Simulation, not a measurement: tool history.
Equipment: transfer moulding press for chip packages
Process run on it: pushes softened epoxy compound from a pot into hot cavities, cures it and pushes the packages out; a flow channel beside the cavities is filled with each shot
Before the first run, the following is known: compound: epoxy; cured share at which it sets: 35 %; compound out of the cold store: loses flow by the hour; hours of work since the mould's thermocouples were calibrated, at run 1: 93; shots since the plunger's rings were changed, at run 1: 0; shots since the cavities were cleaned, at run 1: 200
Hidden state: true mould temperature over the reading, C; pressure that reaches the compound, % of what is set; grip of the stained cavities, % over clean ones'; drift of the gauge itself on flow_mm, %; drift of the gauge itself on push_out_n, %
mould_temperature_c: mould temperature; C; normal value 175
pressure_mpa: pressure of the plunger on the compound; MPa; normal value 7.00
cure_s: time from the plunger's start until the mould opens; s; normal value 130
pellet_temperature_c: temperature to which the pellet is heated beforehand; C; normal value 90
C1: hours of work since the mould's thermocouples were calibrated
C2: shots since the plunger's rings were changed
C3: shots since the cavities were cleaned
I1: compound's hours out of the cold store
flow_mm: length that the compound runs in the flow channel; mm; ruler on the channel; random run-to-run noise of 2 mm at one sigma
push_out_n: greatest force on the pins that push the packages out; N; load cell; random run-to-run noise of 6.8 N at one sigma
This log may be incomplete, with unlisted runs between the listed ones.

{"run": 1, "day": 0.0, "mould_temperature_c": 175, "pressure_mpa": 7.0, "cure_s": 130, "pellet_temperature_c": 90, "C1": 93, "C2": 0, "C3": 200, "I1": 38.8, "flow_mm": 532, "push_out_n": 274}
{"run": 2, "day": 1.025, "mould_temperature_c": 175, "pressure_mpa": 7.0, "cure_s": 130, "pellet_temperature_c": 90, "C1": 108, "C2": 212, "C3": 412, "I1": 21.7, "flow_mm": 550, "push_out_n": 284}
{"day": 1.329, "done": "cavities cleaned with cleaning compound and waxed"}
{"run": 3, "day": 2.729, "mould_temperature_c": 175, "pressure_mpa": 7.0, "cure_s": 130, "pellet_temperature_c": 90, "C1": 132, "C2": 553, "C3": 290, "I1": 9.9, "flow_mm": 569, "push_out_n": 280}
{"day": 3.625, "done": "cavities cleaned with cleaning compound and waxed"}
{"run": 4, "day": 3.962, "mould_temperature_c": 174, "pressure_mpa": 7.0, "cure_s": 130, "pellet_temperature_c": 90, "C1": 149, "C2": 796, "C3": 70, "I1": 47.5, "flow_mm": 520, "push_out_n": 264}
{"run": 5, "day": 5.467, "mould_temperature_c": 174, "pressure_mpa": 7.0, "cure_s": 130, "pellet_temperature_c": 90, "C1": 172, "C2": 1108, "C3": 382, "I1": 12.3, "flow_mm": 567, "push_out_n": 291}
{"day": 5.933, "done": "cavities cleaned with cleaning compound and waxed"}
{"run": 6, "day": 7.4, "mould_temperature_c": 175, "pressure_mpa": 7.0, "cure_s": 130, "pellet_temperature_c": 87, "C1": 199, "C2": 1496, "C3": 304, "I1": 31.6, "flow_mm": 538, "push_out_n": 281}
{"day": 8.35, "done": "cavities cleaned with cleaning compound and waxed"}
{"run": 7, "day": 8.833, "mould_temperature_c": 179, "pressure_mpa": 7.0, "cure_s": 130, "pellet_temperature_c": 90, "C1": 220, "C2": 1779, "C3": 99, "I1": 11.8, "flow_mm": 558, "push_out_n": 259}
{"run": 8, "day": 10.05, "mould_temperature_c": 180, "pressure_mpa": 5.88, "cure_s": 130, "pellet_temperature_c": 90, "C1": 237, "C2": 2032, "C3": 352, "I1": 25.0, "flow_mm": 496, "push_out_n": 270}
{"day": 10.642, "done": "cavities cleaned with cleaning compound and waxed"}
{"run": 9, "day": 10.879, "mould_temperature_c": 175, "pressure_mpa": 7.23, "cure_s": 130, "pellet_temperature_c": 90, "C1": 249, "C2": 2191, "C3": 50, "I1": 11.9, "flow_mm": 576, "push_out_n": 271}
{"run": 10, "day": 11.662, "mould_temperature_c": 175, "pressure_mpa": 7.23, "cure_s": 130, "pellet_temperature_c": 90, "C1": 260, "C2": 2353, "C3": 212, "I1": 43.9, "flow_mm": 530, "push_out_n": 278}
{"run": 11, "day": 12.729, "mould_temperature_c": 180, "pressure_mpa": 7.23, "cure_s": 130, "pellet_temperature_c": 88, "C1": 276, "C2": 2575, "C3": 434, "I1": 15.0, "flow_mm": 560, "push_out_n": 266}
{"day": 13.029, "done": "cavities cleaned with cleaning compound and waxed"}
{"run": 12, "day": 13.575, "mould_temperature_c": 179, "pressure_mpa": 7.09, "cure_s": 145, "pellet_temperature_c": 95, "C1": 288, "C2": 2737, "C3": 113, "I1": 27.4, "flow_mm": 540, "push_out_n": 259}
{"day": 15.392, "done": "cavities cleaned with cleaning compound and waxed"}
{"run": 13, "day": 15.467, "mould_temperature_c": 181, "pressure_mpa": 7.0, "cure_s": 131, "pellet_temperature_c": 82, "C1": 315, "C2": 3116, "C3": 16, "I1": 22.6, "flow_mm": 537, "push_out_n": 268}

3 ways to go on from here, each from the tool as it stands after run 13. What would each give?
{"run": "A", "day": 16.412, "mould_temperature_c": 181, "pressure_mpa": 8.06, "cure_s": 112, "pellet_temperature_c": 82, "C1": 329, "C2": 3312, "C3": 212, "I1": 21.3, "flow_mm": "?", "push_out_n": "?"}
{"run": "B", "day": 16.412, "mould_temperature_c": 181, "pressure_mpa": 7.0, "cure_s": 137, "pellet_temperature_c": 97, "C1": 329, "C2": 3312, "C3": 212, "I1": 37.6, "flow_mm": "?", "push_out_n": "?"}
{"run": "C", "day": 16.412, "mould_temperature_c": 175, "pressure_mpa": 6.06, "cure_s": 132, "pellet_temperature_c": 90, "C1": 329, "C2": 3312, "C3": 212, "I1": 24.9, "flow_mm": "?", "push_out_n": "?"}

run=A flow_mm=578 push_out_n=267
run=B flow_mm=516 push_out_n=261
run=C flow_mm=512 push_out_n=276
Without the tool's hidden state the same runs would have given:
run=A flow_mm=579 push_out_n=264
run=B flow_mm=517 push_out_n=258
run=C flow_mm=512 push_out_n=273
